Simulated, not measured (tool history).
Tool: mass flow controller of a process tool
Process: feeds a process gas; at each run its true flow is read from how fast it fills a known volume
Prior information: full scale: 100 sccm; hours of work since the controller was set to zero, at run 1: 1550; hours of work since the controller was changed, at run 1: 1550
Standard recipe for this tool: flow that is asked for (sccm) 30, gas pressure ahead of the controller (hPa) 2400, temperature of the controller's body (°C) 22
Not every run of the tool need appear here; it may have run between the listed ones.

run,hour,flow that is asked for (sccm),gas pressure ahead of the controller (hPa),temperature of the controller's body (°C),hours of work since the controller was set to zero,hours of work since the controller was changed,true flow (%)
1,0.0,30,2400,22,1550,1550,98.74
2,77.7,53,2400,22,1588,1588,99.11
3,145.5,53,2400,22,1621,1621,99.14
4,235.7,30,2400,22,1666,1666,98.82
5,290.1,30,2400,22,1692,1692,98.84
6,358.4,30,2400,22,1726,1726,98.91
7,404.1,30,2400,28,1748,1748,98.81
8,509.6,30,2400,28,1800,1800,98.79
9,603.7,30,2400,28,1846,1846,98.75
10,674.7,14,2400,22,1881,1881,99.59
11,770.8,36,2400,22,1929,1929,98.93
12,850.1,36,2400,22,1967,1967,98.92
13,926.7,30,2400,22,2005,2005,99.07
14,1024.7,30,2400,25,2053,2053,98.85
15,1079.9,30,2400,22,2080,2080,99.00
16,1145.8,30,2400,22,2113,2113,99.06
17,1193.9,30,2400,22,2136,2136,98.96
18,1241.9,30,2400,22,2160,2160,99.04
19,1310.4,30,2400,22,2194,2194,98.97
20,1409.5,16,2760,30,2242,2242,99.16
21,1456.3,16,2760,30,2265,2265,99.17
22,1554.5,30,2400,27,2314,2314,98.92
23,1643.7,94,2400,37,2357,2357,99.26
24,1754.0,40,1530,28,2412,2412,99.13
25,1807.4,11,1650,22,2438,2438,100.73
26,1867.8,11,1650,22,2468,2468,100.71
27,1951.1,11,1650,22,2509,2509,100.67
28,2001.6,19,2710,20,2533,2533,99.41
29,2068.3,16,1470,36,2566,2566,99.55
30,2159.9,51,2330,36,2611,2611,98.74
31,2263.2,14,2790,29,2662,2662,99.70
32,2310.1,34,2790,24,2685,2685,98.84
33,2379.4,31,1710,26,2719,2719,99.17
34,2437.4,30,1480,22,2747,2747,99.39
35,2513.5,30,1480,22,2785,2785,99.45
36,2613.0,30,1480,22,2834,2834,99.48
37,2707.4,30,1480,22,2880,2880,99.39

Results for each run, recomputed without the tool's hidden state and with each run's random variation untouched:
The hidden state here: flow at rest that the sensor doesn't see, % of full scale; true flow over the shown one, %; drift of the gauge itself on true_pct, %.
run,true flow (%)
1,98.35
2,99.02
3,99.05
4,98.42
5,98.43
6,98.49
7,98.38
8,98.35
9,98.31
10,98.22
11,98.61
12,98.60
13,98.59
14,98.37
15,98.51
16,98.57
17,98.47
18,98.54
19,98.46
20,97.82
21,97.82
22,98.40
23,99.39
24,98.83
25,98.43
26,98.38
27,98.31
28,98.24
29,98.05
30,98.60
31,97.86
32,98.38
33,98.61
34,98.79
35,98.84
36,98.86
37,98.76
